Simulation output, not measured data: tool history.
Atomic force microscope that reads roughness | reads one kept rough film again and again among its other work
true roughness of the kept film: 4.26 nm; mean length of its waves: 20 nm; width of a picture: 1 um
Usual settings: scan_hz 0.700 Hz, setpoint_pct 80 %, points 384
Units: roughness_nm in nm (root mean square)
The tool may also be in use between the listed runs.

run,hour,scan_hz,setpoint_pct,points,roughness_nm
1,0.0,0.700,80,384,1.930
2,8.0,0.700,84,384,1.763
3,14.9,0.700,84,384,1.654
4,22.8,0.700,84,384,1.564
5,26.9,0.700,84,384,1.519
6,33.1,0.700,84,384,1.448
7,40.3,0.700,84,384,1.379
8,46.7,0.700,84,384,1.322
# hour 49.2: new tip fitted
9,54.6,0.700,84,384,2.549
10,59.9,0.700,84,384,2.375
11,64.4,1.167,72,535,2.298
12,73.9,1.167,72,535,2.039

Forecast run 13:
13,83.2,2.046,84,384,?

Run 13 gave roughness_nm 1.698 nm (root mean square).
Without the tool's hidden state the same run would have given roughness_nm 2.585 nm (root mean square).
